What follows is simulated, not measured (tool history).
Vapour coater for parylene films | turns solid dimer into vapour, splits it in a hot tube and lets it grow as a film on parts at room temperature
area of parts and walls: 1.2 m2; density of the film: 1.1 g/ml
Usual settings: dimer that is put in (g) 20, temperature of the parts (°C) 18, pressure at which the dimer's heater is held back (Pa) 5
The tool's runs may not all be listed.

run	hour	dimer that is put in (g)	temperature of the parts (°C)	pressure at which the dimer's heater is held back (Pa)	thickness of the film (um)
1	0	20	18	5	11.61
2	39.5	20	18	5	11.61
3	83	20	18	2.42	12.46
4	128.7	20	18	2.42	12.51
5	149.3	20	18	2.42	12.47
6	185.5	20	18	5	11.6
7	218.9	20	18	5	11.61
8	237.6	20	26	5	8.45
9	267.5	20	26	5	8.46
10	303.7	20	26	5	8.46
11	337.6	20	18	5	11.62
# hour 363.8: trap's valve overhauled
12	366.7	20	18	5	11.73
13	401.5	8	18	9.42	4.41
14	434.8	8	18	9.42	4.4
15	478.3	8	18	9.42	4.4
16	509.3	8	18	6.33	4.6
17	554.3	8	18	6.33	4.56
18	585.5	20	12	2.42	15
19	624.8	17	21	2.24	9.57
20	657.2	25	27	2.2	11.05
21	701.3	10	30	2.48	3.92
22	732.9	10	14	6.57	6.73

Forecast each of these 5 alternatives for the next run:
A	760.7	14	21	2.28	?
B	760.7	23	18	6.78	?
C	760.7	31	18	3.91	?
D	760.7	27	27	7.01	?
E	760.7	10	11	3.82	?

run	thickness of the film (um)
A	7.89
B	13.1
C	18.69
D	10.71
E	7.47
Without the tool's hidden state the same runs would have given:
run	thickness of the film (um)
A	7.79
B	12.92
C	18.44
D	10.56
E	7.37

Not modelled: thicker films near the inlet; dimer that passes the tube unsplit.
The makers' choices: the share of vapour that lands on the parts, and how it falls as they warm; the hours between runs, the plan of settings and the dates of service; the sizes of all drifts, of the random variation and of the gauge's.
